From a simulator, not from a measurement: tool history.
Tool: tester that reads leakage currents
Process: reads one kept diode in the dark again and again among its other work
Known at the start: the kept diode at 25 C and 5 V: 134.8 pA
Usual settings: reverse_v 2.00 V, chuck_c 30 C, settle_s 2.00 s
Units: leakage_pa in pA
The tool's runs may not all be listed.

run,day,reverse_v,chuck_c,settle_s,leakage_pa
1,0.000,2.00,30,2.00,155.12
2,1.962,2.00,30,2.00,156.14
3,3.733,2.00,30,2.00,155.89
4,5.908,2.00,30,2.00,156.30
5,7.138,9.71,30,2.00,262.95
6,8.442,9.71,30,2.00,262.55
7,9.600,2.00,30,2.00,156.37
8,11.679,2.00,30,2.00,156.82
9,13.421,2.00,30,2.00,157.63
10,15.138,2.00,30,2.00,157.37
11,16.238,2.00,30,2.00,157.13
12,18.100,2.00,30,2.00,157.21
13,19.462,2.00,30,2.00,157.26
14,21.250,2.00,30,2.00,158.35
15,22.896,2.00,30,2.00,158.63
16,24.892,2.00,30,2.00,157.75
17,26.029,2.00,30,2.00,158.74
18,27.888,2.00,30,2.00,158.73
19,29.192,2.00,30,2.00,159.01
20,30.396,2.00,30,2.00,157.98
21,32.475,19.99,30,8.07,339.45
22,34.358,2.11,21,8.07,69.39
23,36.188,2.11,21,8.07,69.34
24,38.683,1.07,22,4.93,61.13
25,40.804,1.07,45,4.93,481.13
26,43.425,14.45,42,8.66,878.27
27,45.488,2.00,47,2.74,697.20
28,46.779,1.43,21,1.67,61.29
29,49.092,15.37,30,0.91,314.74
30,51.204,13.81,52,1.08,1966.96
31,53.388,2.00,32,2.00,190.56
32,55.688,10.47,32,2.00,332.71
33,56.929,10.47,23,0.50,147.04
# day 58.671: probe card cleaned and baked
34,59.112,18.72,21,3.52,141.64
35,61.712,17.81,21,8.28,140.75
36,63.117,17.81,48,8.28,1557.52
37,65.258,9.86,39,0.48,601.49
38,67.433,2.00,31,2.00,176.41
39,68.775,12.46,21,0.65,126.30

Forecast each of these 4 alternatives for the next run:
A,70.638,8.77,30,2.00,?
B,70.638,8.58,26,0.41,?
C,70.638,2.00,30,4.41,?
D,70.638,2.00,38,7.99,?

run,leakage_pa
A,261.27
B,179.93
C,161.36
D,328.40
Without the tool's hidden state the same runs would have given:
run,leakage_pa
A,258.22
B,177.72
C,159.60
D,324.98
